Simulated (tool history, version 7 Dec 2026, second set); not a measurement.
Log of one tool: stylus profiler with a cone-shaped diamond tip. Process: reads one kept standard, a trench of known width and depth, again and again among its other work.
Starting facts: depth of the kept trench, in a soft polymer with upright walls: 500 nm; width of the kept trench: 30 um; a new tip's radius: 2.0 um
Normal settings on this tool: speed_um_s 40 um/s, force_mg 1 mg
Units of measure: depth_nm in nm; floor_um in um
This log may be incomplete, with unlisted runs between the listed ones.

Run 1, hour 0: usual settings. Result: depth_nm 506.93 nm, floor_um 26.17 um.
Run 2, hour 136.5: usual settings but force_mg 0.58 mg. Result: depth_nm 505.62 nm, floor_um 26.15 um.
Run 3, hour 198.1: usual settings but force_mg 0.58 mg. Result: depth_nm 505.85 nm, floor_um 26.14 um.
Run 4, hour 303.7: usual settings but force_mg 0.62 mg. Result: depth_nm 506.19 nm, floor_um 26.16 um.
Run 5, hour 399.1: usual settings but speed_um_s 125 um/s. Result: depth_nm 507.23 nm, floor_um 25.83 um.
Run 6, hour 491.3: usual settings but force_mg 1.49 mg. Result: depth_nm 508.77 nm, floor_um 26.11 um.
Run 7, hour 603.2: usual settings but force_mg 0.9 mg. Result: depth_nm 507.29 nm, floor_um 26.06 um.
Run 8, hour 692.3: usual settings. Result: depth_nm 507.88 nm, floor_um 26 um.
At hour 760.5: height scale calibrated on a step standard.
Run 9, hour 775.5: usual settings. Result: depth_nm 508.78 nm, floor_um 26.08 um.
Run 10, hour 853.2: usual settings but speed_um_s 21 um/s, force_mg 0.36 mg. Result: depth_nm 506.87 nm, floor_um 26.09 um.
Run 11, hour 942.2: usual settings but speed_um_s 11 um/s, force_mg 1.43 mg. Result: depth_nm 510 nm, floor_um 26.12 um.
Run 12, hour 1045.6: usual settings but speed_um_s 11 um/s, force_mg 1.43 mg. Result: depth_nm 509.9 nm, floor_um 26.17 um.
Run 13, hour 1165.3: usual settings but speed_um_s 11 um/s, force_mg 1.62 mg. Result: depth_nm 511.02 nm, floor_um 26.1 um.
Run 14, hour 1232.7: usual settings but speed_um_s 71 um/s, force_mg 1.91 mg. Result: depth_nm 511.52 nm, floor_um 25.95 um.
Run 15, hour 1317.5: usual settings but speed_um_s 71 um/s, force_mg 1.91 mg. Result: depth_nm 511.79 nm, floor_um 25.92 um.
At hour 1427.8: height scale calibrated on a step standard, once more.
Run 16, hour 1442.9: usual settings but speed_um_s 71 um/s, force_mg 1.91 mg. Result: depth_nm 507.17 nm, floor_um 25.93 um.
Run 17, hour 1577.1: usual settings but speed_um_s 22 um/s, force_mg 0.34 mg. Result: depth_nm 502.93 nm, floor_um 25.94 um.

Predict each of these 4 candidate next runs independently; none follows another, all start after run 17:
Run A, hour 1709.1: usual settings but speed_um_s 44 um/s, force_mg 2.87 mg. Result: depth_nm ?, floor_um ?.
Run B, hour 1709.1: usual settings but speed_um_s 92 um/s, force_mg 0.72 mg. Result: depth_nm ?, floor_um ?.
Run C, hour 1709.1: usual settings but speed_um_s 141 um/s, force_mg 1.9 mg. Result: depth_nm ?, floor_um ?.
Run D, hour 1709.1: usual settings but speed_um_s 21 um/s, force_mg 0.34 mg. Result: depth_nm ?, floor_um ?.

run  depth_nm  floor_um
  A    509.35        26
  B    504.16     25.65
  C     507.1     25.68
  D    502.64     25.96
Without the tool's hidden state the same runs would have given:
run  depth_nm  floor_um
  A    508.54     27.31
  B    503.36     26.96
  C    506.29     26.99
  D    501.85     27.27
